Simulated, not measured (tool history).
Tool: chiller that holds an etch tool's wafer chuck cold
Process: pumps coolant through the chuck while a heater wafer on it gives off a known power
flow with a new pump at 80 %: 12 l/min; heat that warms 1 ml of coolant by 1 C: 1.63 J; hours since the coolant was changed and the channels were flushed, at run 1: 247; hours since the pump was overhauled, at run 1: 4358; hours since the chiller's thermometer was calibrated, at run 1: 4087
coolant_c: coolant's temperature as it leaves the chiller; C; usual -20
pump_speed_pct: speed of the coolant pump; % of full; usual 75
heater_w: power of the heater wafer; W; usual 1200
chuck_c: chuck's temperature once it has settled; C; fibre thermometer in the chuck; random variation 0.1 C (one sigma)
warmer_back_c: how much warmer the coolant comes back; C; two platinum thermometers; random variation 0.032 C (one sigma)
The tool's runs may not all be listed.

run	day	coolant_c	pump_speed_pct	heater_w	hours since the coolant was changed and the channels were flushed	hours since the pump was overhauled	hours since the chiller's thermometer was calibrated	chuck_c	warmer_back_c
1	0	-20	75	1200	247	4358	4087	-2.1	4.69
2	7.346	-20	75	1200	423	4534	4263	-1.6	4.64
3	15.533	-20	75	1200	619	4730	4460	-1.4	4.68
4	19.421	-20	75	867	713	4824	4553	-6.2	3.41
5	23.867	-20	75	867	819	4930	4660	-6.3	3.49
6	28.446	-20	75	867	929	5040	4770	-6.2	3.43
7	33.796	-20	75	1200	1058	5169	4898	-0.7	4.81
8	38.838	-20	75	1200	1179	5290	5019	-0.4	4.87
# day 45.412: coolant pump overhauled
9	47.233	-26	83	923	1375	44	5215	-13.6	2.74
10	50.962	-26	83	1445	1465	133	5305	-7.1	4.26
11	58.438	-27	83	1108	1644	313	5484	-12.2	3.3
12	66.325	-14	83	1329	1833	502	5674	4	3.99
# day 72.367: chiller's thermometer calibrated
13	73.792	-29	73	652	2012	680	34	-19.7	2.33
14	78.817	-29	65	652	2132	801	155	-18.7	2.6
15	86.467	-29	65	652	2316	984	338	-18.4	2.67

How the hidden state differs across the entries between the runs, from the last listed run before each to the first after it:
Between runs 8 and 9: coolant pump overhauled (day 45.412)
  heat passed by the chuck's channels, % of clean ones': 94.6 -> 93.8; flow at a given pump speed, % of a new pump's: 81.7 -> 99.7; coolant's true temperature over the reading, C: 0.71 -> 0.73
  measured less the result without the state, chuck_c: +4 -> +1.4 C; warmer_back_c: +0.89 -> +0.01 C
Between runs 12 and 13: chiller's thermometer calibrated (day 72.367)
  heat passed by the chuck's channels, % of clean ones': 91.9 -> 91.2; flow at a given pump speed, % of a new pump's: 98 -> 97.4; coolant's true temperature over the reading, C: 0.79 -> 0.02
  measured less the result without the state, chuck_c: +2.2 -> +0.9 C; warmer_back_c: +0.08 -> +0.06 C
